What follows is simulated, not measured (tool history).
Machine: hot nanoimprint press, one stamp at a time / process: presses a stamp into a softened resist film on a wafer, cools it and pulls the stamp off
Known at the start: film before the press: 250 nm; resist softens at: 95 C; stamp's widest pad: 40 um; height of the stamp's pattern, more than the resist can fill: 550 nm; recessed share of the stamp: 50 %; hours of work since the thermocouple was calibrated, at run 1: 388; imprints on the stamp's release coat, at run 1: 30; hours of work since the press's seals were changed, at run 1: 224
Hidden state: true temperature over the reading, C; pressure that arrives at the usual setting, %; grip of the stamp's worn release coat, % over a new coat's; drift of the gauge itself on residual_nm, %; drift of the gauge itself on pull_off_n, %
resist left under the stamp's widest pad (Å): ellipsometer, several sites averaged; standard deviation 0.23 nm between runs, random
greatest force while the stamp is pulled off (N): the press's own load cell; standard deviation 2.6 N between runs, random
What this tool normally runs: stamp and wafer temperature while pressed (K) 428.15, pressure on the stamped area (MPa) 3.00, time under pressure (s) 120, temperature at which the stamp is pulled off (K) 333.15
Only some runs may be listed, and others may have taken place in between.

run,hour,stamp and wafer temperature while pressed (K),pressure on the stamped area (MPa),time under pressure (s),temperature at which the stamp is pulled off (K),hours of work since the thermocouple was calibrated,imprints on the stamp's release coat,hours of work since the press's seals were changed,resist left under the stamp's widest pad (Å),greatest force while the stamp is pulled off (N)
1,0.0,428.15,3.00,120,333.15,388,30,224,1001,144
2,13.2,436.15,3.00,120,333.15,394,72,230,736,146
3,28.5,428.15,3.00,120,333.15,400,121,236,1004,146
4,41.0,428.15,3.00,120,333.15,405,161,241,999,141
5,61.4,428.15,3.00,120,333.15,414,226,250,999,149
6,72.9,428.15,3.00,120,333.15,419,263,255,999,152
7,86.5,428.15,3.00,120,333.15,425,306,260,1002,150
8,98.4,428.15,3.00,120,333.15,430,344,265,998,151
# hour 110.8: plate thermocouple calibrated
9,118.5,428.15,3.00,120,333.15,3,399,273,992,155
10,140.1,428.15,3.00,120,333.15,12,468,282,987,159
11,154.5,428.15,3.10,120,333.15,18,514,288,972,148
12,169.4,428.15,3.10,120,333.15,25,562,294,978,157
13,193.8,428.15,3.10,120,333.15,35,640,304,973,161
# hour 219.4: plate thermocouple calibrated, once more
14,224.3,428.15,3.00,120,333.15,2,728,316,1040,166
15,242.9,428.15,3.00,120,333.15,10,787,324,1042,170
16,262.6,428.15,3.00,120,333.15,18,850,332,1039,171
17,280.6,428.15,3.00,120,333.15,26,908,340,1041,170
# hour 290.8: stamp cleaned and given a new release coat
18,304.1,428.15,3.00,120,333.15,33,43,347,1037,145
19,322.9,426.15,1.99,120,339.15,41,103,355,1316,130
20,343.8,425.15,2.68,120,319.15,50,169,364,1215,196
21,362.4,425.15,2.68,120,319.15,58,229,371,1218,192
22,374.8,425.15,2.68,120,319.15,63,268,377,1209,198
23,389.2,425.15,2.68,120,319.15,69,314,383,1215,197
24,411.8,433.15,2.94,81,329.15,78,387,392,1023,173
25,439.2,425.15,3.08,108,331.15,90,474,404,1199,170
26,465.8,431.15,2.25,213,339.15,101,559,415,814,144
27,486.5,428.15,3.00,120,333.15,110,625,424,1033,167
28,512.6,431.15,2.06,120,321.15,121,709,435,1081,215
29,536.2,428.15,3.64,73,333.15,131,784,444,1163,164
30,560.1,428.15,3.64,86,330.15,141,861,455,1093,181

4 options for the next run, each taken on its own from the tool as it stands now. Forecast them:
A,575.6,420.15,4.50,141,330.15,147,910,461,?,?
B,575.6,428.15,3.20,116,333.15,147,910,461,?,?
C,575.6,427.15,3.00,201,333.15,147,910,461,?,?
D,575.6,428.15,4.34,151,318.15,147,910,461,?,?

run,resist left under the stamp's widest pad (Å),greatest force while the stamp is pulled off (N)
A,1128,183
B,1016,168
C,864,170
D,796,237
Without the tool's unlogged condition, the same runs would have read:
run,resist left under the stamp's widest pad (Å),greatest force while the stamp is pulled off (N)
A,1119,154
B,1011,141
C,860,143
D,789,199
